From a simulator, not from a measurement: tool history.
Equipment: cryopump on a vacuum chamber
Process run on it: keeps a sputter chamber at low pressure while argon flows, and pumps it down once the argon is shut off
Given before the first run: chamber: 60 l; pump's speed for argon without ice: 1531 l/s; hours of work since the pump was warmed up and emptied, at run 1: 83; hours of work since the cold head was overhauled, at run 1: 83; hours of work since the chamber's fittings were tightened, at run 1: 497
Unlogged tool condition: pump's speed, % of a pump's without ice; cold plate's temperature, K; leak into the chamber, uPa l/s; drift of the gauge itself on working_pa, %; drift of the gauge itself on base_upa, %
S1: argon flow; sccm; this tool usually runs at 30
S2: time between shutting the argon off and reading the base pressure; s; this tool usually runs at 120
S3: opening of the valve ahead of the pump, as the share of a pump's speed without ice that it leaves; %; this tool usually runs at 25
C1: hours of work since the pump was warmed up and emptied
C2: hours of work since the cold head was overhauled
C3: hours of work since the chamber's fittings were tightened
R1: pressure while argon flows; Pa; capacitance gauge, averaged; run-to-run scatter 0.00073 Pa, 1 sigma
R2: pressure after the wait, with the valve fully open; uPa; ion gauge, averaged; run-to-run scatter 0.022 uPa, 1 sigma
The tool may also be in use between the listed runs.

run,hour,S1,S2,S3,C1,C2,C3,R1,R2
1,0,30,120,25,83,83,497,0.1319,1.55
2,11.8,30,120,25,90,90,504,0.1328,1.51
3,28.2,30,120,25,99,99,513,0.1327,1.49
4,36.9,30,47,25,104,104,517,0.1337,2.15
5,50.6,30,47,25,111,111,525,0.1347,2.17
6,62.1,30,47,25,117,117,531,0.1314,2.19
7,75,30,120,25,124,124,538,0.1333,1.56
8,83.1,30,108,25,129,129,542,0.1333,1.64
9,98.6,33,20,31,137,137,551,0.1187,3.66
10,114.8,33,20,31,146,146,560,0.1196,3.62
11,124.8,33,20,31,151,151,565,0.1195,3.75
12,139.5,33,20,31,159,159,573,0.1181,3.82
13,148.5,58,32,25,164,164,578,0.2574,2.81
14,160.4,30,44,25,171,171,585,0.1349,2.43
15,176.4,23,114,25,179,179,593,0.1021,1.73

3 options for the next run, each taken on its own from the tool as it stands now. Forecast them:
A,190,20,88,16,187,187,601,?,?
B,190,23,114,42,187,187,601,?,?
C,190,32,87,26,187,187,601,?,?

run,R1,R2
A,0.1393,1.83
B,0.0619,1.72
C,0.1362,1.86
Stripped of hidden state, with their random variation kept, the same runs would have yielded:
run,R1,R2
A,0.1385,0.75
B,0.0609,0.64
C,0.1349,0.78
